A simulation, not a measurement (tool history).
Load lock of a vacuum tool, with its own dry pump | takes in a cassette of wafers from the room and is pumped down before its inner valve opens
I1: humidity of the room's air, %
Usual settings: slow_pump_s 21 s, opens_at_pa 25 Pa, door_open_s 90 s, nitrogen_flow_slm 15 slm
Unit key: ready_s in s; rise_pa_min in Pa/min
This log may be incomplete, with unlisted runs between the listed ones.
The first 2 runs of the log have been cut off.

Run 3, hour 627.3: usual settings; I1 45.8. Result: ready_s 47.6 s, rise_pa_min 0.025 Pa/min.
Run 4, hour 1104.1: usual settings but slow_pump_s 34 s; I1 43.8. Result: ready_s 57.7 s, rise_pa_min 0.024 Pa/min.
Run 5, hour 1663.3: usual settings but slow_pump_s 34 s; I1 42.5. Result: ready_s 57.4 s, rise_pa_min 0.024 Pa/min.
Run 6, hour 2196.2: usual settings but slow_pump_s 11 s; I1 44.7. Result: ready_s 40.7 s, rise_pa_min 0.031 Pa/min.
Run 7, hour 2564.7: usual settings but slow_pump_s 11 s; I1 44.6. Result: ready_s 40.8 s, rise_pa_min 0.027 Pa/min.
Run 8, hour 2815.4: usual settings; I1 48.1. Result: ready_s 48.6 s, rise_pa_min 0.025 Pa/min.
Run 9, hour 3279.1: usual settings but door_open_s 38 s; I1 46.5. Result: ready_s 48.3 s, rise_pa_min 0.019 Pa/min.
Run 10, hour 3769.2: usual settings but door_open_s 41 s; I1 45.8. Result: ready_s 48.4 s, rise_pa_min 0.021 Pa/min.
Run 11, hour 4281.5: usual settings but door_open_s 99 s; I1 44.0. Result: ready_s 47.6 s, rise_pa_min 0.029 Pa/min.
Run 12, hour 4885.5: usual settings but door_open_s 48 s; I1 45.2. Result: ready_s 48.0 s, rise_pa_min 0.026 Pa/min.
Run 13, hour 5442.9: usual settings but door_open_s 48 s; I1 46.0. Result: ready_s 47.7 s, rise_pa_min 0.016 Pa/min.
Run 14, hour 5986.0: usual settings; I1 47.6. Result: ready_s 47.4 s, rise_pa_min 0.028 Pa/min.
Run 15, hour 6549.4: usual settings; I1 45.1. Result: ready_s 48.5 s, rise_pa_min 0.031 Pa/min.
Run 16, hour 6830.9: usual settings; I1 45.4. Result: ready_s 46.6 s, rise_pa_min 0.027 Pa/min.
Run 17, hour 7335.9: usual settings; I1 44.6. Result: ready_s 47.5 s, rise_pa_min 0.026 Pa/min.
Run 18, hour 7838.2: usual settings; I1 42.0. Result: ready_s 47.7 s, rise_pa_min 0.027 Pa/min.
Run 19, hour 8147.6: usual settings but slow_pump_s 32 s; I1 46.4. Result: ready_s 55.7 s, rise_pa_min 0.027 Pa/min.
Run 20, hour 8564.0: usual settings but slow_pump_s 32 s; I1 40.8. Result: ready_s 55.8 s, rise_pa_min 0.020 Pa/min.
Run 21, hour 8886.7: usual settings but slow_pump_s 32 s, door_open_s 119 s; I1 45.8. Result: ready_s 55.9 s, rise_pa_min 0.034 Pa/min.

What will run 22 give?
Run 22, hour 9405.8: usual settings but door_open_s 43 s; I1 41.8. Result: ready_s ?, rise_pa_min ?.

Logged for run 22: ready_s 47.9 s, rise_pa_min 0.021 Pa/min.
Had the tool carried no hidden state, the very same run would have given ready_s 47.8 s, rise_pa_min 0.020 Pa/min.
